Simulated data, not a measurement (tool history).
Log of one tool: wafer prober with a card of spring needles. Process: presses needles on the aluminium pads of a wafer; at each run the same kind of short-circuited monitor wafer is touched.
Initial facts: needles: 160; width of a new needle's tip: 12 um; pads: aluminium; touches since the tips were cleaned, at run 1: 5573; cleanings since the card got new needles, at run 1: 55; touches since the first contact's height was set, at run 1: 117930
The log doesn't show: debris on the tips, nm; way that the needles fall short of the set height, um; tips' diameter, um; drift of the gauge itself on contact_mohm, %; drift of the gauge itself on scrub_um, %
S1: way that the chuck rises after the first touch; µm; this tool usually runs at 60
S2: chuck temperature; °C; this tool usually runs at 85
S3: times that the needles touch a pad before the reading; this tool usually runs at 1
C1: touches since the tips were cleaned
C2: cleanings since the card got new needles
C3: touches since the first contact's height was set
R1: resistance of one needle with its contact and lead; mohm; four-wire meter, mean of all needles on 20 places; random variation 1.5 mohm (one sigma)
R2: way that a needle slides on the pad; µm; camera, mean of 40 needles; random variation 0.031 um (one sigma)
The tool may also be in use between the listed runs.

run	hour	S1	S2	S3	C1	C2	C3	R1	R2
1	0	60	85	1	5573	55	117930	247	9.46
# hour 10: tips cleaned on abrasive film
2	34.8	60	85	1	6690	56	127294	250	9.45
# hour 37.6: tips cleaned on abrasive film
# hour 67.2: tips cleaned on abrasive film
3	78.3	60	85	1	2976	58	138949	236	9.44
# hour 94.8: tips cleaned on abrasive film
4	117.4	60	85	1	6093	59	149480	248	9.44
# hour 121.5: tips cleaned on abrasive film
5	146.8	60	85	1	6842	60	157382	251	9.36
# hour 149.5: tips cleaned on abrasive film
# hour 157.3: height of the first contact set anew
# hour 178.1: tips cleaned on abrasive film
6	186.1	60	85	1	2157	62	7715	222	9.3
# hour 207.8: tips cleaned on abrasive film
7	224.5	60	85	1	4513	63	18061	254	9.15
# hour 235: tips cleaned on abrasive film
# hour 264.4: tips cleaned on abrasive film
8	265.5	60	85	1	298	65	29046	169	9.22
# hour 295.4: tips cleaned on abrasive film
9	319.2	60	85	2	6418	66	43504	208	9.2
# hour 322.8: tips cleaned on abrasive film
# hour 350.1: tips cleaned on abrasive film
10	355.6	60	85	2	1487	68	53266	186	9.2
# hour 377.3: tips cleaned on abrasive film
# hour 394.9: height of the first contact set anew, once more
# hour 404.3: tips cleaned on abrasive film
11	405.8	60	85	1	412	70	2919	165	9.59
# hour 432.5: tips cleaned on abrasive film
12	447.2	60	85	1	3976	71	14041	240	9.59
# hour 459.9: tips cleaned on abrasive film
13	485.2	60	85	1	6810	72	24260	251	9.59
# hour 488.3: tips cleaned on abrasive film
# hour 515.3: tips cleaned on abrasive film
14	535.3	60	85	1	5375	74	37702	251	9.58
# hour 544.3: tips cleaned on abrasive film
15	569.7	60	28	1	6869	75	46969	258	9.53
# hour 572.2: tips cleaned on abrasive film
16	595.2	67	48	1	6207	76	53804	233	10.67
# hour 602.1: tips cleaned on abrasive film
# hour 631.1: tips cleaned on abrasive film
17	650	56	85	1	5116	78	68536	267	8.9
# hour 659.7: tips cleaned on abrasive film
# hour 686.7: tips cleaned on abrasive film
18	694	60	62	2	1970	80	80328	184	9.47
# hour 714.2: tips cleaned on abrasive film
19	736.9	60	85	2	6112	81	91864	210	9.53
# hour 741.7: tips cleaned on abrasive film
# hour 769.6: tips cleaned on abrasive film
20	769.6	60	83	2	0	83	100644	144	9.49
21	794.4	60	31	1	6674	83	107318	263	9.44
# hour 797.2: tips cleaned on abrasive film
# hour 825.1: tips cleaned on abrasive film
22	825.1	54	44	1	0	85	115537	141	8.44
# hour 852.5: tips cleaned on abrasive film
23	852.5	68	119	1	0	86	122907	151	10.77
# hour 879.2: tips cleaned on abrasive film
24	897.7	68	119	1	5000	87	135066	226	10.66
# hour 907.8: tips cleaned on abrasive film
25	923.2	68	119	1	4148	88	141904	226	10.75
# hour 935: tips cleaned on abrasive film
26	945.9	43	34	2	2950	89	147996	258	6.65
# hour 961.5: tips cleaned on abrasive film
27	968.3	43	34	2	1821	90	154007	225	6.72
# hour 991.5: tips cleaned on abrasive film
# hour 991.8: height of the first contact set anew
28	991.8	43	34	2	0	91	0	143	6.87
# hour 1021.4: tips cleaned on abrasive film
29	1023.9	41	61	3	671	92	8616	169	6.55
# hour 1048.9: tips cleaned on abrasive film
30	1066.3	74	85	1	4698	93	20028	216	11.8

4 options for the next run, each taken on its own from the tool as it stands now. Forecast them:
# hour 1078.4: tips cleaned on abrasive film
A	1104.2	60	75	1	6958	94	30208	?	?
# hour 1078.4: tips cleaned on abrasive film
B	1104.2	70	85	1	6958	94	30208	?	?
# hour 1078.4: tips cleaned on abrasive film
C	1104.2	54	117	3	6958	94	30208	?	?
# hour 1078.4: tips cleaned on abrasive film
D	1104.2	67	85	1	6958	94	30208	?	?

run	R1	R2
A	260	9.57
B	227	11.21
C	191	8.63
D	239	10.7
Without the tool's unlogged condition, the same runs would have read:
run	R1	R2
A	134	9.6
B	130	11.24
C	140	8.67
D	133	10.74

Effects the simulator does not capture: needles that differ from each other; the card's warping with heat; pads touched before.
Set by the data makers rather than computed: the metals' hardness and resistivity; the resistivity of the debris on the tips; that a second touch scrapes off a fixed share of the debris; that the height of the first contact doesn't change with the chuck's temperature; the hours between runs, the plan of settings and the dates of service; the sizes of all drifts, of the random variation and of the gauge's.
